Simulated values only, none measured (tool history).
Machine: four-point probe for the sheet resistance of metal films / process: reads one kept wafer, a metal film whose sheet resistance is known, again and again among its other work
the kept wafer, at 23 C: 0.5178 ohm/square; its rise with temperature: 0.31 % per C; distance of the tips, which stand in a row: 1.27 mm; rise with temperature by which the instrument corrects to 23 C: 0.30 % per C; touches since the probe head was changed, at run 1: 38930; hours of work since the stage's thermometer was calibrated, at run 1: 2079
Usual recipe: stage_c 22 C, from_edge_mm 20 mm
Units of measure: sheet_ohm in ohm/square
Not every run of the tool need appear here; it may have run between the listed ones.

run     day  stage_c  from_edge_mm  touches since the probe head was changed  hours of work since the stage's thermometer was calibrated  sheet_ohm
  1       0       22            20                                     38930                                                        2079   0.521116
  2   0.996       22            20                                     39575                                                        2093   0.521081
  3   2.796       22            20                                     40739                                                        2119    0.52122
  4   4.221       22            20                                     41662                                                        2139   0.521374
      4.812  -- stage's thermometer calibrated
  5   5.212       22            20                                     42290                                                           6   0.521738
  6   6.329       22            10                                     43013                                                          21   0.524942
  7   7.258       25            20                                     43615                                                          35   0.521969
  8   8.121       25            20                                     44172                                                          47    0.52194
      9.654  -- stage's thermometer calibrated, once more
  9  10.092       22            20                                     45435                                                           6   0.520414
 10  10.971       22            20                                     46003                                                          19   0.520658
 11  12.788       22            20                                     47179                                                          44   0.520581
 12  13.975       22            20                                     47949                                                          61   0.520632
 13  15.721       22            20                                     49079                                                          86   0.520661
 14  16.762       22            20                                     49752                                                         101    0.52085
 15  18.025       22            20                                     50570                                                         119   0.520807
 16  19.458       22            20                                     51497                                                         139   0.520897
 17  20.912       22            20                                     52438                                                         159   0.520628
 18  22.796       22            20                                     53659                                                         186   0.520883
 19  24.375       22            23                                     54681                                                         209   0.520646
 20  25.688       22            20                                     55529                                                         227   0.521163
 21  27.362       22            20                                     56613                                                         251   0.520922
 22  28.458       22            20                                     57322                                                         266   0.521105
 23  30.538       28            20                                     58668                                                         296   0.521524
 24  32.246       28            20                                     59774                                                         320   0.521532
 25  33.575       28            49                                     60634                                                         339   0.520602
 26  35.504       20            23                                     61883                                                         366   0.521119
 27  37.292       25            11                                     63041                                                         391   0.524278
 28  39.242       23             3                                     64303                                                         419   0.565904
 29      41       32             5                                     65442                                                         444   0.538498
 30  42.538       32            40                                     66437                                                         466   0.521356
 31  43.821       32            49                                     67266                                                         484   0.521279
 32  45.071       24             8                                     68076                                                         502   0.527486
 33  47.021       29            57                                     69338                                                         529   0.521227
 34  48.871       29            28                                     70536                                                         556   0.521665
 35  50.012       29            28                                     71275                                                         572   0.521519
 36  51.675       22            20                                     72352                                                         595   0.521667
 37  53.054       23            24                                     73244                                                         615   0.521629
 38  54.554       25            20                                     74214                                                         636    0.52211
 39  55.975       28            13                                     75134                                                         656   0.523723
 40  57.488       22             8                                     76114                                                         678    0.52775
 41  58.954       20            11                                     77062                                                         698     0.5244
 42  60.675       35             9                                     78177                                                         723   0.527063
 43  62.254       35             9                                     79198                                                         745   0.527235
 44  63.529       35             9                                     80023                                                         763   0.527135
 45  65.458       35             9                                     81272                                                         790   0.527338
 46  66.371       35            13                                     81862                                                         803   0.524445

What differs in the tool's unlogged condition from the final listed run ahead of each entry between runs to the first listed run following it?
From run 4 to run 5: stage's thermometer calibrated (day 4.812)
  inner tips' distance over the nominal, %: 0.263 -> 0.267; wafer's true temperature over the reading, C: 0.55 -> 0.79
  what was measured, less what the result would be without the hidden state, sheet_ohm: +0.002371 -> +0.002777 ohm/square
From run 8 to run 9: stage's thermometer calibrated, once more (day 9.654)
  inner tips' distance over the nominal, %: 0.279 -> 0.288; tips' flats over new ones', %: 25 -> 26; wafer's true temperature over the reading, C: 0.8 -> 0.04
  what was measured, less what the result would be without the hidden state, sheet_ohm: +0.002853 -> +0.00169 ohm/square
